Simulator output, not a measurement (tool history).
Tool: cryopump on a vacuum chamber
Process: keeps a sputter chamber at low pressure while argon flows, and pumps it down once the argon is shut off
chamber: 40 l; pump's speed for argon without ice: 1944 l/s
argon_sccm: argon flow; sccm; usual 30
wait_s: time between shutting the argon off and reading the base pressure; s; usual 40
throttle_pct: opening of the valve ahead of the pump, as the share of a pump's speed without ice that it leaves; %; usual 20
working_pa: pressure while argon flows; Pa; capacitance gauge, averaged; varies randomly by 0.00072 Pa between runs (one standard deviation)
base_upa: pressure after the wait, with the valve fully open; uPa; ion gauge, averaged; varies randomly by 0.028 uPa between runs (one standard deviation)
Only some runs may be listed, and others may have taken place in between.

run   hour  argon_sccm  wait_s  throttle_pct  working_pa  base_upa
  1    0.0          30      40            20      0.1314      2.54
  2   16.1          30      40            20      0.1307      2.56
  3   31.3          30      40            20      0.1309      2.49
  4   43.3          30      40            20      0.1314      2.60
  5   59.2          30      40            20      0.1313      2.53
  6   74.1          30      40            20      0.1317      2.57
  7   89.0          19      40            20      0.0840      2.61
  8  103.9          30      40            20      0.1315      2.55
  9  119.9          30      40            57      0.0466      2.62
 10  134.3          30      40            57      0.0463      2.57
 11  148.5          30     114            20      0.1308      1.86
 12  159.1          12     114            20      0.0530      1.87
 13  167.6          30      40            27      0.0980      2.62
 14  174.8          30      40            20      0.1326      2.54
 15  186.1          30      40            20      0.1310      2.70
 16  201.5          15      40            20      0.0672      2.63
 17  208.2          30      40            20      0.1320      2.72
 18  220.1          18     299            16      0.0984      1.71
 19  233.7          18     299            16      0.0985      1.70
 20  244.4          17      21            16      0.0928      3.69
 21  252.4          14      21            16      0.0773      3.52
 22  268.1          14     159            21      0.0588      1.82
 23  276.0          16      48            45      0.0324      2.42
 24  287.7          37     108            19      0.1719      1.97
 25  295.1          37     108            15      0.2164      1.95
 26  304.8          37     108            15      0.2171      1.98
 27  314.3          23      44            43      0.0474      2.59
 28  330.3          23      44            43      0.0482      2.60
 29  346.3          57     259            47      0.1090      1.77
 30  355.5          13     171            27      0.0431      1.81
 31  367.9          22      31            42      0.0480      3.09
 32  377.8          30      31            43      0.0639      2.99
 33  392.2          24      46            34      0.0635      2.51

Some steps in working_pa, run to run, broken into two amounts with sign: the step expected even without the hidden condition (settings, incoming material, random variation), and the rest, left for the hidden condition together with whatever gauge scatter is not in both the measured and the hidden-condition-free result:
Unlogged tool condition in this case: pump's speed, % of a pump's without ice; cold plate's temperature, K; leak into the chamber, uPa l/s; drift of the gauge itself on working_pa, %; drift of the gauge itself on base_upa, %.
Run 8 -> 9: throttle_pct 20 -> 57. working_pa -0.0849 Pa: hidden state +0.0001, all else -0.0850.
Run 23 -> 24: argon_sccm 16 -> 37, wait_s 48 -> 108, throttle_pct 45 -> 19. working_pa +0.1395 Pa: hidden state +0.0014, all else +0.1381.
Run 26 -> 27: argon_sccm 37 -> 23, wait_s 108 -> 44, throttle_pct 15 -> 43. working_pa -0.1697 Pa: hidden state -0.0009, all else -0.1688.
Run 28 -> 29: argon_sccm 23 -> 57, wait_s 44 -> 259, throttle_pct 43 -> 47. working_pa +0.0608 Pa: hidden state +0.0025, all else +0.0583.
Run 29 -> 30: argon_sccm 57 -> 13, wait_s 259 -> 171, throttle_pct 47 -> 27. working_pa -0.0659 Pa: hidden state -0.0032, all else -0.0627.
